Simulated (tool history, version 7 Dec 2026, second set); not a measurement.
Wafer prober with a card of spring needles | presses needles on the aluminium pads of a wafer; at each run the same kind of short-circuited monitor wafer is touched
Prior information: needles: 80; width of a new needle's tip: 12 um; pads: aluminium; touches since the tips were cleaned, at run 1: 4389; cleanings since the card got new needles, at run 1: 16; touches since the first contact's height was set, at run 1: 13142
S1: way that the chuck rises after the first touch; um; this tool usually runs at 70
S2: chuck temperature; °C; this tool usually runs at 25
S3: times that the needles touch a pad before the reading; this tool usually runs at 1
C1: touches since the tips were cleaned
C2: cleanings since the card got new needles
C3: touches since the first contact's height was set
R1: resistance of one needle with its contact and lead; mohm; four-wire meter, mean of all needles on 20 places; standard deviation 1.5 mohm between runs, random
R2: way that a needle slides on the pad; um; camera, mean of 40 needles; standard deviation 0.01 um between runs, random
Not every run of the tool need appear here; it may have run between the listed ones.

run,hour,S1,S2,S3,C1,C2,C3,R1,R2
1,0,70,25,1,4389,16,13142,143,15.81
# hour 5.4: tips cleaned on abrasive film
2,11.5,70,25,1,1765,17,16437,140,15.84
3,17.2,70,25,1,3429,17,18101,140,15.84
4,22.5,70,25,1,4957,17,19629,140,15.85
# hour 26.3: tips cleaned on abrasive film
5,34.3,70,25,1,2319,18,23017,142,15.86
6,44.4,57,25,1,5261,18,25959,146,12.94
# hour 46.9: tips cleaned on abrasive film
7,53.1,57,25,1,1799,19,28460,144,12.94
8,63.5,57,25,1,4798,19,31459,144,12.94
# hour 67.7: tips cleaned on abrasive film
9,72.8,57,25,1,1472,20,34120,143,12.97
10,83.3,52,25,1,4528,20,37176,145,11.85
# hour 87.9: tips cleaned on abrasive film
11,93.9,70,25,1,1732,21,40221,138,15.98
12,105,70,25,3,4943,21,43432,141,15.99
# hour 108.5: tips cleaned on abrasive film
13,113.6,70,25,3,1472,22,45900,139,16.01
14,119.9,61,25,1,3301,22,47729,142,13.95
15,127,70,25,1,5348,22,49776,141,16.04
# hour 128.9: tips cleaned on abrasive film
16,133.6,70,25,1,1353,23,51657,140,16.07
17,141,50,25,1,3523,23,53827,145,11.48
18,148.9,68,91,1,5797,23,56101,151,15.61
# hour 150: tips cleaned on abrasive film
19,156.2,71,45,1,1807,24,58204,142,16.32
20,163.5,80,65,2,3910,24,60307,146,18.41
21,169.3,70,25,2,5592,24,61989,142,16.11
# hour 170.4: tips cleaned on abrasive film
22,176.3,70,25,2,1698,25,63985,141,16.13
23,185.7,84,44,2,4415,25,66702,139,19.38
# hour 190.8: tips cleaned on abrasive film
24,193.8,84,44,2,864,26,69026,143,19.39
25,201.2,84,44,2,3005,26,71167,143,19.42
# hour 211.6: tips cleaned on abrasive film
26,211.6,59,35,2,6,27,74180,143,13.63
27,219.9,85,28,2,2389,27,76563,140,19.69
28,230.3,58,110,2,5405,27,79579,158,13.45
# hour 231.8: gauge calibrated
# hour 231.9: tips cleaned on abrasive film
29,239.4,58,110,2,2199,28,82209,159,13.1
30,244.8,87,110,2,3739,28,83749,151,19.67
# hour 252.5: tips cleaned on abrasive film
31,254.8,87,110,2,661,29,86627,152,19.69
32,261.2,87,110,2,2532,29,88498,149,19.71
33,269,88,77,1,4792,29,90758,145,19.96
# hour 273.2: tips cleaned on abrasive film
34,280,70,25,2,1984,30,93915,141,15.9

How the hidden state differs across the entries between the runs, from the last listed run before each to the first after it:
Between runs 1 and 2: tips cleaned on abrasive film (hour 5.4)
  debris on the tips, nm: 0.6 -> 0.4; drift of the gauge itself on scrub_um, %: 0 -> 0.13
  the result without the hidden state subtracted from the measured one, R2: +0 -> +0.02 um
Between runs 4 and 5: tips cleaned on abrasive film (hour 26.3)
  debris on the tips, nm: 0.6 -> 0.4; drift of the gauge itself on scrub_um, %: 0.26 -> 0.39
  the result without the hidden state subtracted from the measured one, R2: +0.04 -> +0.06 um
Between runs 6 and 7: tips cleaned on abrasive film (hour 46.9)
  debris on the tips, nm: 0.7 -> 0.4; drift of the gauge itself on scrub_um, %: 0.51 -> 0.61
  the result without the hidden state subtracted from the measured one, R2: +0.06 -> +0.08 um
Between runs 8 and 9: tips cleaned on abrasive film (hour 67.7)
  debris on the tips, nm: 0.6 -> 0.3; drift of the gauge itself on scrub_um, %: 0.73 -> 0.83
  the result without the hidden state subtracted from the measured one, R2: +0.09 -> +0.1 um
Between runs 10 and 11: tips cleaned on abrasive film (hour 87.9)
  debris on the tips, nm: 0.6 -> 0.3; drift of the gauge itself on scrub_um, %: 0.95 -> 1.07
  the result without the hidden state subtracted from the measured one, R2: +0.11 -> +0.17 um
Between runs 12 and 13: tips cleaned on abrasive film (hour 108.5)
  debris on the tips, nm: 0.6 -> 0.3; way that the needles fall short of the set height, um: 0 -> 0.01; tips' diameter, um: 12 -> 12.01; drift of the gauge itself on scrub_um, %: 1.2 -> 1.3
  the result without the hidden state subtracted from the measured one, R2: +0.18 -> +0.21 um
Between runs 15 and 16: tips cleaned on abrasive film (hour 128.9)
  debris on the tips, nm: 0.7 -> 0.3; drift of the gauge itself on scrub_um, %: 1.45 -> 1.53
  the result without the hidden state subtracted from the measured one, R2: +0.23 -> +0.24 um
Between runs 18 and 19: tips cleaned on abrasive film (hour 150)
  debris on the tips, nm: 0.7 -> 0.4; drift of the gauge itself on scrub_um, %: 1.7 -> 1.79
  the result without the hidden state subtracted from the measured one, R2: +0.26 -> +0.29 um
Between runs 21 and 22: tips cleaned on abrasive film (hour 170.4)
  debris on the tips, nm: 0.7 -> 0.4; drift of the gauge itself on scrub_um, %: 1.94 -> 2.02
  the result without the hidden state subtracted from the measured one, R2: +0.31 -> +0.32 um
Between runs 23 and 24: tips cleaned on abrasive film (hour 190.8)
  debris on the tips, nm: 0.6 -> 0.2; drift of the gauge itself on scrub_um, %: 2.13 -> 2.22
  the result without the hidden state subtracted from the measured one, R2: +0.4 -> +0.42 um
Between runs 25 and 26: tips cleaned on abrasive film (hour 211.6)
  debris on the tips, nm: 0.5 -> 0.1; drift of the gauge itself on scrub_um, %: 2.3 -> 2.42
  the result without the hidden state subtracted from the measured one, R2: +0.44 -> +0.32 um
Between runs 28 and 29: gauge calibrated (hour 231.8); tips cleaned on abrasive film (hour 231.9)
  debris on the tips, nm: 0.7 -> 0.4; drift of the gauge itself on scrub_um, %: 2.64 -> 0.09
  the result without the hidden state subtracted from the measured one, R2: +0.34 -> +0.01 um
Between runs 30 and 31: tips cleaned on abrasive film (hour 252.5)
  debris on the tips, nm: 0.6 -> 0.2; drift of the gauge itself on scrub_um, %: 0.15 -> 0.26
  the result without the hidden state subtracted from the measured one, R2: +0.03 -> +0.05 um
Between runs 33 and 34: tips cleaned on abrasive film (hour 273.2)
  debris on the tips, nm: 0.6 -> 0.4; drift of the gauge itself on scrub_um, %: 0.43 -> 0.55
  the result without the hidden state subtracted from the measured one, R2: +0.08 -> +0.08 um
